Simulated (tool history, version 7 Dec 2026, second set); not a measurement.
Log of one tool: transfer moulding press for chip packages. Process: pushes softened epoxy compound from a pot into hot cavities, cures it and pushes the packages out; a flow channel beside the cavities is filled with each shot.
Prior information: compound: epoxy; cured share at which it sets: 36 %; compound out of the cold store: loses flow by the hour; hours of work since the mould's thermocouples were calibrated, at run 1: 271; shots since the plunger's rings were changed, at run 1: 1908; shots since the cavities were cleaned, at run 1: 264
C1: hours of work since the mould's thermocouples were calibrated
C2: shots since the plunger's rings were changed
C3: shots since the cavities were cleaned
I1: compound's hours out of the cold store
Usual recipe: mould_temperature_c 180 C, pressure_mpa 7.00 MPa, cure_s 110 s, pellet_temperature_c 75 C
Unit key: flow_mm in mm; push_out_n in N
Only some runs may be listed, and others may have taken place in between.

Run 1, hour 0.0: usual settings; C1 271; C2 1908; C3 264; I1 13.8. Result: flow_mm 704 mm, push_out_n 781 N.
Run 2, hour 74.1: usual settings; C1 312; C2 2545; C3 901; I1 13.4. Result: flow_mm 699 mm, push_out_n 1031 N.
At hour 101.2: cavities cleaned with cleaning compound and waxed.
Run 3, hour 152.2: usual settings; C1 354; C2 3204; C3 438; I1 28.7. Result: flow_mm 641 mm, push_out_n 786 N.
Run 4, hour 195.9: usual settings; C1 378; C2 3580; C3 814; I1 27.7. Result: flow_mm 640 mm, push_out_n 913 N.
At hour 233.6: cavities cleaned with cleaning compound and waxed.
Run 5, hour 273.6: usual settings; C1 420; C2 4236; C3 345; I1 17.6. Result: flow_mm 667 mm, push_out_n 733 N.
Run 6, hour 358.1: usual settings; C1 466; C2 4962; C3 1071; I1 20.7. Result: flow_mm 651 mm, push_out_n 1051 N.
At hour 364.3: cavities cleaned with cleaning compound and waxed.
At hour 389.4: plunger's sealing rings changed.
Run 7, hour 443.1: usual settings but pellet_temperature_c 82 C; C1 510; C2 462; C3 657; I1 30.9. Result: flow_mm 673 mm, push_out_n 892 N.
At hour 499.4: cavities cleaned with cleaning compound and waxed.
Run 8, hour 502.1: usual settings but pellet_temperature_c 82 C; C1 542; C2 956; C3 23; I1 29.3. Result: flow_mm 674 mm, push_out_n 533 N.
Run 9, hour 568.1: usual settings but pellet_temperature_c 82 C; C1 578; C2 1524; C3 591; I1 45.4. Result: flow_mm 601 mm, push_out_n 843 N.
At hour 634.2: cavities cleaned with cleaning compound and waxed.
Run 10, hour 641.1: usual settings but cure_s 133 s, pellet_temperature_c 82 C; C1 617; C2 2139; C3 60; I1 36.7. Result: flow_mm 638 mm, push_out_n 455 N.
Run 11, hour 702.2: usual settings; C1 651; C2 2664; C3 585; I1 30.8. Result: flow_mm 646 mm, push_out_n 852 N.
Run 12, hour 749.8: usual settings but mould_temperature_c 184 C, pressure_mpa 7.59 MPa, cure_s 117 s, pellet_temperature_c 69 C; C1 677; C2 3073; C3 994; I1 21.2. Result: flow_mm 680 mm, push_out_n 814 N.
At hour 764.9: cavities cleaned with cleaning compound and waxed.
Run 13, hour 799.1: usual settings but mould_temperature_c 184 C, pressure_mpa 7.59 MPa, cure_s 117 s, pellet_temperature_c 69 C; C1 703; C2 3485; C3 295; I1 27.0. Result: flow_mm 668 mm, push_out_n 574 N.
Run 14, hour 863.5: usual settings but mould_temperature_c 183 C, pressure_mpa 6.83 MPa, cure_s 99 s, pellet_temperature_c 81 C; C1 738; C2 4038; C3 848; I1 15.8. Result: flow_mm 663 mm, push_out_n 1022 N.
At hour 897.1: cavities cleaned with cleaning compound and waxed.
Run 15, hour 908.0: usual settings but mould_temperature_c 178 C, pellet_temperature_c 77 C; C1 762; C2 4408; C3 94; I1 31.0. Result: flow_mm 622 mm, push_out_n 631 N.
Run 16, hour 988.4: usual settings but mould_temperature_c 178 C, pellet_temperature_c 77 C; C1 806; C2 5099; C3 785; I1 46.2. Result: flow_mm 583 mm, push_out_n 1032 N.
At hour 1003.4: plunger's sealing rings changed.
At hour 1028.6: cavities cleaned with cleaning compound and waxed.
Run 17, hour 1043.2: usual settings but mould_temperature_c 176 C, pressure_mpa 5.88 MPa, cure_s 96 s, pellet_temperature_c 78 C; C1 834; C2 330; C3 126; I1 36.5. Result: flow_mm 601 mm, push_out_n 1009 N.
At hour 1055.7: mould's thermocouples calibrated.
Run 18, hour 1083.0: usual settings but pellet_temperature_c 83 C; C1 15; C2 654; C3 450; I1 41.2. Result: flow_mm 629 mm, push_out_n 752 N.
Run 19, hour 1144.0: usual settings but pellet_temperature_c 83 C; C1 48; C2 1179; C3 975; I1 36.9. Result: flow_mm 644 mm, push_out_n 955 N.
At hour 1163.9: cavities cleaned with cleaning compound and waxed.
Run 20, hour 1184.4: usual settings but pressure_mpa 5.80 MPa, cure_s 125 s; C1 70; C2 1513; C3 176; I1 39.2. Result: flow_mm 576 mm, push_out_n 528 N.
Run 21, hour 1265.1: usual settings but mould_temperature_c 187 C, pressure_mpa 7.38 MPa, cure_s 123 s, pellet_temperature_c 81 C; C1 114; C2 2208; C3 871; I1 10.0. Result: flow_mm 721 mm, push_out_n 711 N.

Forecast each of these 3 alternatives for the next run:
At hour 1298.5: cavities cleaned with cleaning compound and waxed.
Run A, hour 1347.4: usual settings but mould_temperature_c 182 C, pressure_mpa 7.38 MPa, cure_s 139 s, pellet_temperature_c 81 C; C1 158; C2 2903; C3 422; I1 25.3. Result: flow_mm ?, push_out_n ?.
At hour 1298.5: cavities cleaned with cleaning compound and waxed.
Run B, hour 1347.4: usual settings but mould_temperature_c 187 C, pressure_mpa 5.27 MPa, cure_s 105 s, pellet_temperature_c 78 C; C1 158; C2 2903; C3 422; I1 42.1. Result: flow_mm ?, push_out_n ?.
At hour 1298.5: cavities cleaned with cleaning compound and waxed.
Run C, hour 1347.4: usual settings but pressure_mpa 5.85 MPa; C1 158; C2 2903; C3 422; I1 14.3. Result: flow_mm ?, push_out_n ?.

run  flow_mm  push_out_n
  A      665         617
  B      512         650
  C      641         805
With the hidden condition removed and each run's random variation left untouched, the same runs would have given:
run  flow_mm  push_out_n
  A      703         396
  B      540         416
  C      678         515
